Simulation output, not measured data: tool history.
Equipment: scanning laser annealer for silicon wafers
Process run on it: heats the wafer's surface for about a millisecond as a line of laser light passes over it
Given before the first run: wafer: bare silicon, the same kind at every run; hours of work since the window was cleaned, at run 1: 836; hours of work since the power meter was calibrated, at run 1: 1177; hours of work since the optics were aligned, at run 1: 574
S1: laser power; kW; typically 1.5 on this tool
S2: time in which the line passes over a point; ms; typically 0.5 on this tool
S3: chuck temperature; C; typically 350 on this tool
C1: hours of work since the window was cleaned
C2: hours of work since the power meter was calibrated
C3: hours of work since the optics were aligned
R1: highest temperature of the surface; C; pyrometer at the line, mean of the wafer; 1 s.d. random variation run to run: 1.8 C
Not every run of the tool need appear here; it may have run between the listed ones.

run	hour	S1	S2	S3	C1	C2	C3	R1
1	0	1.5	0.5	350	836	1177	574	1016
2	56.6	1.5	0.5	350	876	1217	613	1017
# hour 134.6: window over the wafer cleaned
3	137.2	1.445	0.5	350	2	1272	669	1013
4	216.4	1.445	0.5	350	58	1328	725	1011
5	292.7	1.445	0.5	350	111	1382	778	1011
6	380.7	1.445	0.5	350	173	1444	840	1010
7	468.5	1.445	0.5	350	235	1505	902	1004
8	510.4	1.445	0.5	350	265	1535	931	1007
9	600.4	1.445	0.5	350	328	1598	995	1005
10	638.2	1.368	0.5	350	355	1625	1021	959
11	683.6	1.368	0.5	350	386	1657	1053	961
# hour 740.8: optics aligned, line set to its width
12	771.1	1.5	0.5	357	445	1715	21	1044
13	825.4	1.411	0.5	357	483	1753	60	999
14	863.9	1.411	0.5	357	510	1780	87	997
15	944.8	1.5	0.5	350	567	1837	144	1030
16	1014.4	1.358	0.5	340	616	1886	193	949

Run 17 has not been measured yet. What should we expect?
17	1062.3	1.358	0.5	340	650	1920	226	?

{"run 17": {"R1": 946}}
Minus the tool's unlogged condition, the same run would have read R1 968 C.

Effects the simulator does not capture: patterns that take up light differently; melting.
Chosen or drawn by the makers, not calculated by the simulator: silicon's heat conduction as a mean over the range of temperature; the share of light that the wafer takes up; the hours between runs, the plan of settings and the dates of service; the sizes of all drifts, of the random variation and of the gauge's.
